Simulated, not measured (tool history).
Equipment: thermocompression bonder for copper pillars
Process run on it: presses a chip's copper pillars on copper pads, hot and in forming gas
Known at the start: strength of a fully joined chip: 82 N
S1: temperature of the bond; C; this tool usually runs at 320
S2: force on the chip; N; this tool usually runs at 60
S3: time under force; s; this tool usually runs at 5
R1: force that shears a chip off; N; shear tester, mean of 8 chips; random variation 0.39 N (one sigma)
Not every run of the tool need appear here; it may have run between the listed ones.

run,day,S1,S2,S3,R1
1,0.000,320,60,5,42.5
# day 1.929: forming gas filter changed
2,2.792,320,60,5,45.7
3,4.262,320,60,5,46.4
4,6.679,320,60,5,46.6
5,9.025,320,60,3,38.8
6,11.983,320,60,3,38.3
7,13.538,320,60,5,45.1
8,15.154,320,60,5,45.4
9,17.892,320,60,5,44.7
10,19.467,320,50,5,37.4
11,22.162,320,60,3,38.4
12,24.788,320,60,3,37.7
13,27.100,320,60,4,41.0
# day 27.392: forming gas filter changed
14,29.304,320,60,4,45.3
15,31.271,320,60,7,54.1
# day 33.292: force cell calibrated
16,33.654,320,60,7,49.9
17,35.750,320,60,7,49.1
18,38.008,320,60,4,41.2
19,40.533,320,60,5,44.3
20,43.362,320,60,3,37.5
21,45.142,320,60,3,36.2
22,47.658,327,55,7,48.4
23,50.225,333,37,7,34.6
24,51.904,333,37,7,34.2
# day 52.942: forming gas filter changed
25,53.483,304,61,5,40.1
26,56.596,304,37,7,26.3
27,59.050,304,81,14,66.2
28,62.304,323,82,5,61.7
29,65.417,307,82,4,49.4
30,68.667,348,45,5,46.6
31,70.754,298,65,10,48.2
32,73.512,298,65,10,47.6
33,76.692,298,65,10,47.5
# day 78.346: forming gas filter changed
34,79.896,303,60,5,41.0
35,81.575,337,60,5,56.9
36,83.979,334,84,4,66.1
# day 86.288: heater calibrated with a thermocouple chip
37,86.300,334,84,4,61.9
38,88.538,317,84,3,49.0
39,90.821,297,54,3,23.2

Pick out some run-to-run changes in R1. Of each, how much would a tool without hidden state show as well, from the settings, what came in and chance, and how much is left for the hidden state and any gauge scatter not in both results compared?
Hidden conditions of the tool in this case: true temperature of the bond over the reading, C; force that reaches the chip, % of what is set; oxide that the forming gas leaves, % of the face; drift of the gauge itself on shear_n, %.
Run 13 -> 14: forming gas filter changed. R1 +4.3 N: hidden state +4.2, all else +0.1.
Run 15 -> 16: force cell calibrated. R1 -4.2 N: hidden state -4.0, all else -0.2.
Run 26 -> 27: S2 37 -> 81, S3 7 -> 14. R1 +39.9 N: hidden state -0.1, all else +40.0.
Run 34 -> 35: S1 303 -> 337. R1 +15.9 N: hidden state -0.4, all else +16.3.
Run 36 -> 37: heater calibrated with a thermocouple chip. R1 -4.2 N: hidden state -4.8, all else +0.6.
Run 38 -> 39: S1 317 -> 297, S2 84 -> 54. R1 -25.8 N: hidden state +0.4, all else -26.2.
